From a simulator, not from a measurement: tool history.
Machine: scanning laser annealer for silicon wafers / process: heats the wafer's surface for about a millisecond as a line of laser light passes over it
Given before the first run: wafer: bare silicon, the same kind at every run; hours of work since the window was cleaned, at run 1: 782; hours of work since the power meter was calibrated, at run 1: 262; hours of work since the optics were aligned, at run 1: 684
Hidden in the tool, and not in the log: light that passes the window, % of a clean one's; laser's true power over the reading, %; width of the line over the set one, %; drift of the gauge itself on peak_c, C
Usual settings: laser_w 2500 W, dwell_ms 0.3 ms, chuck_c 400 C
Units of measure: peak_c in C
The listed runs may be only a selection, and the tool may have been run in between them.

run,hour,laser_w,dwell_ms,chuck_c,hours of work since the window was cleaned,hours of work since the power meter was calibrated,hours of work since the optics were aligned,peak_c
1,0,2500,0.3,400,782,262,684,1179
2,6.7,2500,0.3,436,787,267,689,1210
3,19.6,2500,0.359,436,797,277,699,1293
4,26.4,2500,0.359,436,802,282,704,1291
# hour 30.2: laser's power meter calibrated
5,42.7,2500,0.3,400,812,9,714,1176
# hour 53.8: laser's power meter calibrated, once more
6,54.9,2500,0.3,400,819,1,721,1176

What does the tool deliver on the next run?
7,61.9,2611,0.323,400,825,6,726,?

peak_c: 1251 C
With no hidden state in the tool, this same run would have given peak_c 1289 C.
